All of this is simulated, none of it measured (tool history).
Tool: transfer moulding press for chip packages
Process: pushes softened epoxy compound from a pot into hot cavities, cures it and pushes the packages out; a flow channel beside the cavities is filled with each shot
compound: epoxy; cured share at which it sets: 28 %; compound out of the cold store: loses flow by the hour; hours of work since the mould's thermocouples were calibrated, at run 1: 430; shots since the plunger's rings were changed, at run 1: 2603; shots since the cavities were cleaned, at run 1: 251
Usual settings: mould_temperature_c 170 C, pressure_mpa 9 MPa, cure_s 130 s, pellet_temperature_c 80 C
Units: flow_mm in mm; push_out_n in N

| run | hour | mould_temperature_c | pressure_mpa | cure_s | pellet_temperature_c | hours of work since the mould's thermocouples were calibrated | shots since the plunger's rings were changed | shots since the cavities were cleaned | incoming compound's hours out of the cold store | flow_mm | push_out_n |
|---|---|---|---|---|---|---|---|---|---|---|---|
| 1 | 0 | 170 | 9 | 130 | 80 | 430 | 2603 | 251 | 11.2 | 731.1 | 754 |
| 2 | 25.4 | 170 | 9 | 130 | 80 | 447 | 2862 | 510 | 31.9 | 668.2 | 856 |
| 3 | 42.6 | 170 | 9 | 130 | 80 | 459 | 3038 | 686 | 33.8 | 661.2 | 904 |
|  | 48.9 | cavities cleaned with cleaning compound and waxed |
| 4 | 58.7 | 170 | 9 | 130 | 80 | 469 | 3187 | 100 | 44.9 | 630.9 | 550 |
|  | 62.4 | plunger's sealing rings changed |
| 5 | 78.9 | 170 | 9 | 130 | 80 | 481 | 168 | 281 | 40.2 | 654.9 | 741 |
| 6 | 99.1 | 170 | 9 | 130 | 70 | 495 | 374 | 487 | 35.9 | 666.8 | 841 |
|  | 124.6 | cavities cleaned with cleaning compound and waxed |
| 7 | 124.6 | 170 | 9 | 130 | 70 | 511 | 620 | 0 | 44.4 | 643.2 | 417 |
| 8 | 141.2 | 170 | 9 | 130 | 70 | 522 | 789 | 169 | 27.1 | 691.9 | 637 |
| 9 | 156.7 | 170 | 9 | 130 | 70 | 533 | 948 | 328 | 43.7 | 642.8 | 773 |
| 10 | 168.3 | 170 | 9 | 130 | 80 | 541 | 1066 | 446 | 27.9 | 688.4 | 823 |
| 11 | 184 | 170 | 9 | 130 | 80 | 551 | 1227 | 607 | 46 | 635.3 | 890 |
|  | 199.2 | cavities cleaned with cleaning compound and waxed |
| 12 | 200.3 | 170 | 9 | 130 | 80 | 561 | 1377 | 11 | 43.8 | 640.2 | 410 |
| 13 | 228 | 170 | 9 | 130 | 80 | 580 | 1661 | 295 | 16.7 | 718 | 738 |
| 14 | 248.5 | 170 | 9 | 130 | 80 | 594 | 1871 | 505 | 14.6 | 725.1 | 883 |
|  | 272.6 | cavities cleaned with cleaning compound and waxed |
| 15 | 276.9 | 170 | 9 | 130 | 80 | 613 | 2145 | 43 | 27 | 686 | 514 |
| 16 | 296.5 | 170 | 9 | 130 | 80 | 626 | 2345 | 243 | 9 | 740.9 | 729 |
| 17 | 309.6 | 170 | 9 | 168 | 87 | 635 | 2479 | 377 | 32.6 | 667.1 | 677 |
|  | 314.1 | mould's thermocouples calibrated |
| 18 | 332.7 | 170 | 9 | 149 | 79 | 13 | 2694 | 592 | 46.9 | 628.9 | 789 |
|  | 347.1 | cavities cleaned with cleaning compound and waxed |
| 19 | 349.6 | 165 | 8.51 | 132 | 75 | 23 | 2852 | 25 | 9.6 | 731.3 | 639 |
|  | 379 | mould's thermocouples calibrated, once more |
| 20 | 379.6 | 170 | 9 | 130 | 76 | 0 | 3138 | 311 | 25.8 | 683.9 | 768 |
|  | 388 | plunger's sealing rings changed |
| 21 | 407.8 | 176 | 7.82 | 118 | 89 | 18 | 202 | 573 | 29.6 | 622.5 | 842 |
|  | 425.1 | cavities cleaned with cleaning compound and waxed |
| 22 | 425.6 | 176 | 7.82 | 118 | 89 | 29 | 370 | 6 | 24.4 | 637 | 397 |
| 23 | 442.4 | 169 | 7.89 | 130 | 80 | 41 | 541 | 177 | 40.1 | 613.7 | 617 |
| 24 | 459.3 | 167 | 10.17 | 163 | 70 | 52 | 714 | 350 | 10.7 | 797.8 | 695 |
| 25 | 483 | 178 | 10.76 | 116 | 72 | 68 | 956 | 592 | 23.9 | 741.6 | 778 |
|  | 497.6 | cavities cleaned with cleaning compound and waxed |
| 26 | 499.3 | 178 | 10.76 | 116 | 72 | 78 | 1106 | 17 | 31.7 | 715.6 | 402 |
| 27 | 527.4 | 178 | 7.52 | 116 | 72 | 98 | 1394 | 305 | 39.5 | 578.9 | 674 |
| 28 | 547.8 | 178 | 7.52 | 116 | 72 | 111 | 1603 | 514 | 21.9 | 623 | 783 |
|  | 570.3 | cavities cleaned with cleaning compound and waxed |
| 29 | 570.3 | 170 | 8.65 | 130 | 80 | 126 | 1817 | 0 | 10.3 | 722.6 | 430 |

3 ways to go on from here, each from the tool as it stands after run 29. What would each give?
| A | 585.7 | 170 | 9 | 131 | 71 | 136 | 1975 | 158 | 36.7 | ? | ? |
| B | 585.7 | 175 | 9 | 130 | 80 | 136 | 1975 | 158 | 40.1 | ? | ? |
| C | 585.7 | 170 | 8.65 | 130 | 77 | 136 | 1975 | 158 | 27.4 | ? | ? |

| run | flow_mm | push_out_n |
|---|---|---|
| A | 656.6 | 614 |
| B | 635.3 | 550 |
| C | 669.3 | 636 |
Without the tool's hidden state the same runs would have given:
| run | flow_mm | push_out_n |
|---|---|---|
| A | 666.4 | 405 |
| B | 644.8 | 365 |
| C | 679.3 | 424 |
